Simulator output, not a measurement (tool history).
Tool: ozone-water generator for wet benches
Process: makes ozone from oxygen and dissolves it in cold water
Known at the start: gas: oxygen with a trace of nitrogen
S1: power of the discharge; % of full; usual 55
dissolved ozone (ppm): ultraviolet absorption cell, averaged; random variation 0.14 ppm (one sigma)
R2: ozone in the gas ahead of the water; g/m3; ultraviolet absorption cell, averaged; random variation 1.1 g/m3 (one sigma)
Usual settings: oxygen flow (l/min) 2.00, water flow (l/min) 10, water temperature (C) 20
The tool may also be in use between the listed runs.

run 1 hour=0.0 | S1=55 oxygen_flow_(l/min)=2.00 water_flow_(l/min)=10 water_temperature_(C)=20 | dissolved_ozone_(ppm)=14.3 R2=177.8
run 2 hour=100.7 | S1=54 oxygen_flow_(l/min)=2.00 water_flow_(l/min)=10 water_temperature_(C)=20 | dissolved_ozone_(ppm)=14.0 R2=172.4
run 3 hour=180.1 | S1=55 oxygen_flow_(l/min)=2.00 water_flow_(l/min)=13 water_temperature_(C)=20 | dissolved_ozone_(ppm)=10.9 R2=175.1
run 4 hour=261.0 | S1=55 oxygen_flow_(l/min)=2.00 water_flow_(l/min)=10 water_temperature_(C)=20 | dissolved_ozone_(ppm)=14.1 R2=173.8
run 5 hour=346.8 | S1=55 oxygen_flow_(l/min)=2.00 water_flow_(l/min)=10 water_temperature_(C)=20 | dissolved_ozone_(ppm)=14.0 R2=174.6
run 6 hour=407.2 | S1=55 oxygen_flow_(l/min)=2.00 water_flow_(l/min)=10 water_temperature_(C)=20 | dissolved_ozone_(ppm)=14.0 R2=173.6
run 7 hour=459.3 | S1=55 oxygen_flow_(l/min)=2.00 water_flow_(l/min)=10 water_temperature_(C)=20 | dissolved_ozone_(ppm)=14.1 R2=174.8
run 8 hour=558.2 | S1=55 oxygen_flow_(l/min)=2.37 water_flow_(l/min)=10 water_temperature_(C)=20 | dissolved_ozone_(ppm)=13.9 R2=157.5
run 9 hour=619.7 | S1=55 oxygen_flow_(l/min)=2.00 water_flow_(l/min)=10 water_temperature_(C)=24 | dissolved_ozone_(ppm)=13.2 R2=170.3
run 10 hour=679.8 | S1=55 oxygen_flow_(l/min)=2.00 water_flow_(l/min)=10 water_temperature_(C)=20 | dissolved_ozone_(ppm)=13.9 R2=171.0
run 11 hour=753.3 | S1=55 oxygen_flow_(l/min)=2.00 water_flow_(l/min)=10 water_temperature_(C)=15 | dissolved_ozone_(ppm)=14.8 R2=170.9
run 12 hour=842.6 | S1=55 oxygen_flow_(l/min)=2.00 water_flow_(l/min)=10 water_temperature_(C)=15 | dissolved_ozone_(ppm)=14.7 R2=170.2
run 13 hour=939.1 | S1=55 oxygen_flow_(l/min)=2.00 water_flow_(l/min)=10 water_temperature_(C)=15 | dissolved_ozone_(ppm)=14.6 R2=170.6
run 14 hour=1003.9 | S1=55 oxygen_flow_(l/min)=2.00 water_flow_(l/min)=10 water_temperature_(C)=15 | dissolved_ozone_(ppm)=14.6 R2=170.5
run 15 hour=1090.4 | S1=55 oxygen_flow_(l/min)=2.00 water_flow_(l/min)=10 water_temperature_(C)=15 | dissolved_ozone_(ppm)=14.4 R2=170.0
-- hour=1156.7 contactor cleaned
run 16 hour=1202.0 | S1=55 oxygen_flow_(l/min)=2.00 water_flow_(l/min)=10 water_temperature_(C)=20 | dissolved_ozone_(ppm)=14.7 R2=170.4
run 17 hour=1256.7 | S1=55 oxygen_flow_(l/min)=2.00 water_flow_(l/min)=10 water_temperature_(C)=20 | dissolved_ozone_(ppm)=14.4 R2=169.0
run 18 hour=1351.3 | S1=55 oxygen_flow_(l/min)=2.00 water_flow_(l/min)=8 water_temperature_(C)=21 | dissolved_ozone_(ppm)=17.5 R2=168.3
run 19 hour=1454.5 | S1=55 oxygen_flow_(l/min)=3.13 water_flow_(l/min)=8 water_temperature_(C)=27 | dissolved_ozone_(ppm)=15.2 R2=133.1
run 20 hour=1506.0 | S1=63 oxygen_flow_(l/min)=1.75 water_flow_(l/min)=11 water_temperature_(C)=19 | dissolved_ozone_(ppm)=14.7 R2=201.6
-- hour=1514.7 water thermometer calibrated
run 21 hour=1616.1 | S1=63 oxygen_flow_(l/min)=1.75 water_flow_(l/min)=6 water_temperature_(C)=19 | dissolved_ozone_(ppm)=24.6 R2=198.8
run 22 hour=1732.4 | S1=63 oxygen_flow_(l/min)=1.75 water_flow_(l/min)=6 water_temperature_(C)=19 | dissolved_ozone_(ppm)=24.3 R2=198.6
run 23 hour=1846.8 | S1=55 oxygen_flow_(l/min)=1.84 water_flow_(l/min)=7 water_temperature_(C)=20 | dissolved_ozone_(ppm)=19.3 R2=173.7
run 24 hour=1893.8 | S1=55 oxygen_flow_(l/min)=1.09 water_flow_(l/min)=10 water_temperature_(C)=13 | dissolved_ozone_(ppm)=13.8 R2=228.7
run 25 hour=1962.1 | S1=55 oxygen_flow_(l/min)=1.09 water_flow_(l/min)=10 water_temperature_(C)=13 | dissolved_ozone_(ppm)=13.7 R2=226.7
-- hour=2062.9 water thermometer calibrated, once more
run 26 hour=2071.2 | S1=55 oxygen_flow_(l/min)=2.00 water_flow_(l/min)=10 water_temperature_(C)=18 | dissolved_ozone_(ppm)=14.6 R2=163.3
run 27 hour=2137.3 | S1=55 oxygen_flow_(l/min)=2.00 water_flow_(l/min)=10 water_temperature_(C)=18 | dissolved_ozone_(ppm)=14.3 R2=166.2
run 28 hour=2206.8 | S1=55 oxygen_flow_(l/min)=2.00 water_flow_(l/min)=13 water_temperature_(C)=20 | dissolved_ozone_(ppm)=10.9 R2=164.0
run 29 hour=2283.3 | S1=71 oxygen_flow_(l/min)=3.07 water_flow_(l/min)=10 water_temperature_(C)=15 | dissolved_ozone_(ppm)=18.4 R2=157.6
run 30 hour=2377.6 | S1=43 oxygen_flow_(l/min)=1.02 water_flow_(l/min)=10 water_temperature_(C)=12 | dissolved_ozone_(ppm)=10.9 R2=192.8
run 31 hour=2425.8 | S1=43 oxygen_flow_(l/min)=2.79 water_flow_(l/min)=12 water_temperature_(C)=15 | dissolved_ozone_(ppm)=10.6 R2=112.5
run 32 hour=2516.0 | S1=54 oxygen_flow_(l/min)=1.97 water_flow_(l/min)=15 water_temperature_(C)=12 | dissolved_ozone_(ppm)=9.6 R2=161.7
run 33 hour=2602.4 | S1=54 oxygen_flow_(l/min)=1.97 water_flow_(l/min)=15 water_temperature_(C)=12 | dissolved_ozone_(ppm)=9.6 R2=160.7

Hidden state or all else? Some run-to-run changes of dissolved ozone (ppm), split into what the settings, what came in and random variation would give without the hidden state, and what is left for the hidden state (with any gauge scatter that isn't in both results):
The hidden state here: yield of the discharge, % of new electrodes'; contactor's efficiency, % of a clean one's; true water temperature over the reading, C; drift of the gauge itself on ozone_ppm, %; drift of the gauge itself on gas_g_m3, %.
Run 20 -> 21: water flow (l/min) 11 -> 6, water thermometer calibrated. dissolved ozone (ppm) +9.9: hidden state -2.3, all else +12.2.
Run 28 -> 29: S1 55 -> 71, oxygen flow (l/min) 2.00 -> 3.07, water flow (l/min) 13 -> 10, water temperature (C) 20 -> 15. dissolved ozone (ppm) +7.5: hidden state -2.5, all else +10.0.
Run 29 -> 30: S1 71 -> 43, oxygen flow (l/min) 3.07 -> 1.02, water temperature (C) 15 -> 12. dissolved ozone (ppm) -7.5: hidden state +3.0, all else -10.5.
